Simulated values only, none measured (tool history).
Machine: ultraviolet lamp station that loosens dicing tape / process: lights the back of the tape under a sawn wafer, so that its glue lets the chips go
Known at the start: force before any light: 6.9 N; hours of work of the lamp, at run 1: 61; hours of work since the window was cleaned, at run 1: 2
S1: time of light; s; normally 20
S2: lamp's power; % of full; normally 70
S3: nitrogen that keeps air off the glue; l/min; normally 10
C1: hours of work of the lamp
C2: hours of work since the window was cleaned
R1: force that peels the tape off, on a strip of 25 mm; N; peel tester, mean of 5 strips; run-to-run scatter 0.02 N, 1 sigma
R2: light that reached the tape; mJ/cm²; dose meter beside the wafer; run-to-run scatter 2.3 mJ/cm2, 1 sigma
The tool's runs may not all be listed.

run	hour	S1	S2	S3	C1	C2	R1	R2
1	0	20	70	10	61	2	1.031	241
2	9.9	20	70	10	67	8	1.008	244
3	19.7	20	70	10	73	14	1.01	235
4	25.7	20	70	10	77	18	1.034	236
5	34.7	20	70	17	83	24	0.745	233
6	41.1	20	91	17	87	28	0.435	310
7	49.7	20	91	17	92	33	0.425	311
8	58	20	70	10	97	38	1.109	233
9	63.2	20	70	10	101	42	1.091	229
10	70.5	20	70	10	105	46	1.072	232
11	80.9	20	70	10	112	53	1.097	236
12	90.4	18	97	10	118	59	0.71	288
13	94.8	35	70	10	121	62	0.343	401
14	104.6	20	92	10	127	68	0.657	302
15	111.9	39	98	8	131	72	0.161	621
16	118.3	39	65	12	135	76	0.282	405
17	126	39	65	12	140	81	0.278	409
18	132.3	13	66	5	144	85	2.778	138
19	139.2	13	66	5	148	89	2.905	138

4 ways to go on from here, each from the tool as it stands after run 19. What would each give?
A	145.6	15	88	5	153	94	?	?
B	145.6	23	64	9	153	94	?	?
C	145.6	17	86	5	153	94	?	?
D	145.6	20	85	14	153	94	?	?

run	R1	R2
A	1.798	214
B	1.115	231
C	1.628	232
D	0.631	272
The same runs, with their run-to-run variation unchanged, on a tool lacking any hidden condition would have given:
run	R1	R2
A	1.581	235
B	0.939	254
C	1.413	255
D	0.511	299
